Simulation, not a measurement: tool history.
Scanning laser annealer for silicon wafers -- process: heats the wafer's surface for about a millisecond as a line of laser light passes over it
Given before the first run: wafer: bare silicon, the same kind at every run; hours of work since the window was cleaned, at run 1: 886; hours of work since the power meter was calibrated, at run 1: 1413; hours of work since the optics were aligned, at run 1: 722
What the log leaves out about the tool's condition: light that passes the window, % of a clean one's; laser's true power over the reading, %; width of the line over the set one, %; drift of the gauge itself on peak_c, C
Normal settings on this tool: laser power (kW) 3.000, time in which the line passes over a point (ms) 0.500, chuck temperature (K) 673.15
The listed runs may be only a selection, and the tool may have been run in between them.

run    hour  laser power (kW)  time in which the line passes over a point (ms)  chuck temperature (K)  hours of work since the window was cleaned  hours of work since the power meter was calibrated  hours of work since the optics were aligned  highest temperature of the surface (K)
  1     0.0             3.000                                            0.500                 673.15                                         886                                                1413                                          722                                 1427.15
  2    33.9             3.201                                            0.500                 673.15                                         912                                                1438                                          748                                 1469.15
  3    77.9             3.000                                            0.500                 710.15                                         945                                                1472                                          781                                 1458.15
       82.5  -- window over the wafer cleaned
  4   120.7             3.000                                            0.500                 710.15                                          29                                                1502                                          812                                 1450.15
  5   169.2             3.000                                            0.500                 710.15                                          65                                                1539                                          848                                 1445.15
      190.5  -- window over the wafer cleaned, once more
  6   217.9             3.000                                            0.500                 710.15                                          21                                                1574                                          883                                 1480.15
  7   269.2             3.000                                            0.500                 710.15                                          59                                                1612                                          922                                 1478.15
  8   307.0             3.000                                            0.500                 710.15                                          88                                                1641                                          950                                 1478.15
  9   348.0             3.000                                            0.500                 710.15                                         119                                                1672                                          981                                 1477.15
 10   396.1             3.000                                            0.514                 673.15                                         155                                                1708                                         1017                                 1448.15
 11   431.0             3.000                                            0.500                 667.15                                         181                                                1734                                         1043                                 1431.15
 12   485.4             3.000                                            0.500                 667.15                                         222                                                1775                                         1084                                 1432.15
 13   514.8             3.000                                            0.500                 673.15                                         244                                                1797                                         1107                                 1432.15
 14   542.4             3.000                                            0.500                 673.15                                         265                                                1818                                         1127                                 1434.15
 15   578.8             3.000                                            0.500                 673.15                                         292                                                1845                                         1155                                 1432.15
 16   607.1             3.000                                            0.500                 673.15                                         313                                                1867                                         1176                                 1433.15
 17   634.0             3.000                                            0.500                 673.15                                         334                                                1887                                         1196                                 1434.15
 18   674.4             3.000                                            0.500                 656.15                                         364                                                1917                                         1227                                 1414.15
 19   719.5             3.000                                            0.500                 673.15                                         398                                                1951                                         1261                                 1431.15
 20   750.1             3.000                                            0.500                 673.15                                         421                                                1974                                         1284                                 1429.15
 21   793.2             2.580                                            0.500                 673.15                                         453                                                2007                                         1316                                 1331.15
 22   821.0             2.699                                            0.586                 657.15                                         474                                                2028                                         1337                                 1391.15
 23   878.2             3.109                                            0.500                 662.15                                         517                                                2071                                         1380                                 1446.15
 24   925.5             3.000                                            0.431                 646.15                                         553                                                2106                                         1416                                 1351.15
 25   973.2             3.134                                            0.503                 673.15                                         589                                                2142                                         1451                                 1458.15
 26   998.0             2.715                                            0.500                 685.15                                         607                                                2161                                         1470                                 1369.15
 27  1044.3             2.715                                            0.398                 709.15                                         642                                                2196                                         1505                                 1327.15
 28  1092.8             3.000                                            0.482                 697.15                                         679                                                2232                                         1541                                 1438.15
 29  1134.0             3.000                                            0.482                 697.15                                         710                                                2263                                         1572                                 1435.15
 30  1190.5             3.000                                            0.500                 703.15                                         752                                                2306                                         1615                                 1455.15
 31  1245.1             2.630                                            0.520                 654.15                                         793                                                2347                                         1656                                 1329.15
 32  1299.8             2.736                                            0.500                 636.15                                         835                                                2388                                         1697                                 1324.15
 33  1324.7             3.299                                            0.500                 700.15                                         853                                                2407                                         1716                                 1515.15
 34  1371.3             3.299                                            0.500                 700.15                                         888                                                2442                                         1751                                 1513.15
 35  1416.5             3.000                                            0.403                 655.15                                         922                                                2476                                         1785                                 1330.15
 36  1448.1             3.000                                            0.403                 655.15                                         946                                                2499                                         1809                                 1326.15
     1452.5  -- window over the wafer cleaned
 37  1494.4             3.000                                            0.403                 655.15                                          32                                                2533                                         1842                                 1347.15
 38  1527.0             3.294                                            0.500                 673.15                                          56                                                2557                                         1867                                 1501.15
 39  1576.0             3.000                                            0.500                 659.15                                          93                                                2594                                         1903                                 1419.15
 40  1621.6             2.591                                            0.451                 676.15                                         127                                                2628                                         1938                                 1311.15
     1631.0  -- optics aligned, line set to its width
 41  1652.1             2.679                                            0.539                 673.15                                         146                                                2648                                           16                                 1387.15
 42  1688.9             3.241                                            0.394                 673.15                                         174                                                2675                                           44                                 1409.15

Some steps in highest temperature of the surface (K), run to run, broken into two amounts with sign: the step expected even without the hidden condition (settings, incoming material, random variation), and the rest, left for the hidden condition together with whatever gauge scatter is not in both the measured and the hidden-condition-free result:
Run 3 -> 4: window over the wafer cleaned. highest temperature of the surface (K) -8.00: hidden state -14.00, all else +6.00.
Run 5 -> 6: window over the wafer cleaned, once more. highest temperature of the surface (K) +35.00: hidden state +34.00, all else +1.00.
Run 32 -> 33: laser power (kW) 2.736 -> 3.299, chuck temperature (K) 636.15 -> 700.15. highest temperature of the surface (K) +191.00: hidden state -6.00, all else +197.00.
Run 34 -> 35: laser power (kW) 3.299 -> 3.000, time in which the line passes over a point (ms) 0.500 -> 0.403, chuck temperature (K) 700.15 -> 655.15. highest temperature of the surface (K) -183.00: hidden state +4.00, all else -187.00.
Run 36 -> 37: window over the wafer cleaned. highest temperature of the surface (K) +21.00: hidden state +17.00, all else +4.00.
Run 37 -> 38: laser power (kW) 3.000 -> 3.294, time in which the line passes over a point (ms) 0.403 -> 0.500, chuck temperature (K) 655.15 -> 673.15. highest temperature of the surface (K) +154.00: hidden state -3.00, all else +157.00.
